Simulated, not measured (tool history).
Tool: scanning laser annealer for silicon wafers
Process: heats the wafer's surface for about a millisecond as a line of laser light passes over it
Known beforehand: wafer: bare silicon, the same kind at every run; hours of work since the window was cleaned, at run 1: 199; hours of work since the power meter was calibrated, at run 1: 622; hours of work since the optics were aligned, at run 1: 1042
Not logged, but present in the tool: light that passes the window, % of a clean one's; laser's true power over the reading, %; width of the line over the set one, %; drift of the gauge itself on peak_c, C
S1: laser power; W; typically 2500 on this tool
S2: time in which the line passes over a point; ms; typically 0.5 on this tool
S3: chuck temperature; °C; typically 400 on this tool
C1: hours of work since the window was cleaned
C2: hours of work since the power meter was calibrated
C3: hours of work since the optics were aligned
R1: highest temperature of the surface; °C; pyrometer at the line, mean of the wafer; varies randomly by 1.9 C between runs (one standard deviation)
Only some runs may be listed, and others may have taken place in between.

Run 1, hour 0: usual settings; C1 199; C2 622; C3 1042. Result: R1 1132 °C.
Run 2, hour 38.1: usual settings; C1 220; C2 644; C3 1063. Result: R1 1131 °C.
Run 3, hour 66.3: usual settings; C1 236; C2 660; C3 1079. Result: R1 1132 °C.
Run 4, hour 89.6: usual settings but S2 0.48 ms; C1 250; C2 673; C3 1093. Result: R1 1113 °C.
Run 5, hour 126.8: usual settings but S2 0.48 ms; C1 271; C2 694; C3 1114. Result: R1 1113 °C.
Run 6, hour 149.9: usual settings but S2 0.48 ms; C1 284; C2 707; C3 1127. Result: R1 1111 °C.
Run 7, hour 185.1: usual settings but S3 422 °C; C1 304; C2 727; C3 1147. Result: R1 1145 °C.
Run 8, hour 220.8: usual settings but S3 422 °C; C1 324; C2 747; C3 1167. Result: R1 1145 °C.
Run 9, hour 255.6: usual settings but S3 422 °C; C1 344; C2 767; C3 1187. Result: R1 1141 °C.
Run 10, hour 296.9: usual settings but S1 2534 W, S2 0.366 ms, S3 425 °C; C1 368; C2 791; C3 1210. Result: R1 1044 °C.
Run 11, hour 319.2: usual settings but S2 0.404 ms, S3 430 °C; C1 380; C2 803; C3 1223. Result: R1 1071 °C.
Run 12, hour 356.5: usual settings but S1 2404 W, S2 0.426 ms, S3 396 °C; C1 401; C2 824; C3 1244. Result: R1 1029 °C.
Run 13, hour 375.7: usual settings but S1 2404 W, S2 0.426 ms, S3 396 °C; C1 412; C2 835; C3 1255. Result: R1 1029 °C.
Run 14, hour 405: usual settings but S1 2140 W, S3 413 °C; C1 429; C2 852; C3 1272. Result: R1 1013 °C.
Run 15, hour 432.9: usual settings but S1 2140 W, S3 413 °C; C1 445; C2 868; C3 1288. Result: R1 1009 °C.
Run 16, hour 450.9: usual settings but S1 2140 W, S3 413 °C; C1 455; C2 878; C3 1298. Result: R1 1012 °C.
Run 17, hour 492.2: usual settings but S1 2375 W, S2 0.485 ms; C1 478; C2 902; C3 1321. Result: R1 1064 °C.

Each row is a separate what-if for the run after 17, all from the same tool condition, not one after another. Results?
Run A, hour 520.6: usual settings; C1 495; C2 918; C3 1338. Result: R1 ?.
Run B, hour 520.6: usual settings but S1 2697 W, S3 372 °C; C1 495; C2 918; C3 1338. Result: R1 ?.
Run C, hour 520.6: usual settings but S1 2366 W, S2 0.485 ms; C1 495; C2 918; C3 1338. Result: R1 ?.
Run D, hour 520.6: usual settings but S1 2375 W, S2 0.485 ms, S3 415 °C; C1 495; C2 918; C3 1338. Result: R1 ?.
Run E, hour 520.6: usual settings but S1 2469 W, S2 0.538 ms; C1 495; C2 918; C3 1338. Result: R1 ?.

run    R1
  A  1112
  B  1150
  C  1058
  D  1074
  E  1131
Stripped of hidden state, with their random variation kept, the same runs would have yielded:
run    R1
  A  1154
  B  1195
  C  1096
  D  1113
  E  1174
